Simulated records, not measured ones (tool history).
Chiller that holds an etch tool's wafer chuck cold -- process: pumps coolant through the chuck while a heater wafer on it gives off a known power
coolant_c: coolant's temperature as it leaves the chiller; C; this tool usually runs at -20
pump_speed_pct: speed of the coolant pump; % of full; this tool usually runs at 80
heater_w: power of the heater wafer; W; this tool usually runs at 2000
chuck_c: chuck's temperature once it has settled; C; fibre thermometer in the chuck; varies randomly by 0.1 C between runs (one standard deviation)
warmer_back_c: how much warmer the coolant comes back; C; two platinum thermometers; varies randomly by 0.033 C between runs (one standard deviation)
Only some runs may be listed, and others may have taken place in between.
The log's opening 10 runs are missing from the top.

run 11 hour=258.0 | coolant_c=-20 pump_speed_pct=65 heater_w=2000 | chuck_c=13.1 warmer_back_c=5.55
run 12 hour=289.6 | coolant_c=-20 pump_speed_pct=65 heater_w=2000 | chuck_c=13.1 warmer_back_c=5.56
run 13 hour=319.2 | coolant_c=-20 pump_speed_pct=65 heater_w=2000 | chuck_c=13.1 warmer_back_c=5.51
run 14 hour=351.3 | coolant_c=-20 pump_speed_pct=65 heater_w=2000 | chuck_c=13.2 warmer_back_c=5.52
run 15 hour=372.6 | coolant_c=-20 pump_speed_pct=80 heater_w=2000 | chuck_c=8.2 warmer_back_c=4.61
run 16 hour=387.8 | coolant_c=-20 pump_speed_pct=74 heater_w=2000 | chuck_c=10.0 warmer_back_c=4.98
run 17 hour=408.8 | coolant_c=-18 pump_speed_pct=85 heater_w=2000 | chuck_c=9.0 warmer_back_c=4.26
run 18 hour=437.4 | coolant_c=-17 pump_speed_pct=74 heater_w=2000 | chuck_c=13.2 warmer_back_c=4.89
run 19 hour=459.6 | coolant_c=-18 pump_speed_pct=74 heater_w=2166 | chuck_c=14.8 warmer_back_c=5.33
-- hour=467.0 coolant pump overhauled
run 20 hour=498.9 | coolant_c=-25 pump_speed_pct=80 heater_w=2000 | chuck_c=3.8 warmer_back_c=4.66
run 21 hour=516.3 | coolant_c=-25 pump_speed_pct=80 heater_w=2000 | chuck_c=3.9 warmer_back_c=4.69
run 22 hour=543.3 | coolant_c=-20 pump_speed_pct=61 heater_w=1335 | chuck_c=4.4 warmer_back_c=4.05
run 23 hour=575.2 | coolant_c=-20 pump_speed_pct=61 heater_w=1335 | chuck_c=4.3 warmer_back_c=4.08
run 24 hour=596.2 | coolant_c=-15 pump_speed_pct=100 heater_w=1067 | chuck_c=-1.7 warmer_back_c=1.97
-- hour=606.5 coolant pump overhauled, once more
run 25 hour=617.2 | coolant_c=-16 pump_speed_pct=87 heater_w=1067 | chuck_c=-2.3 warmer_back_c=2.09
run 26 hour=638.7 | coolant_c=-16 pump_speed_pct=87 heater_w=1067 | chuck_c=-2.3 warmer_back_c=2.12

Estimate the outcome of run 27 from the log above:
run 27 hour=668.1 | coolant_c=-16 pump_speed_pct=87 heater_w=1067 | chuck_c=? warmer_back_c=?

Run 27 measured chuck_c -2.3 C, warmer_back_c 2.10 C.
If the tool had no hidden condition, the same run with the same run-to-run variation would have returned chuck_c -4.8 C, warmer_back_c 2.10 C.
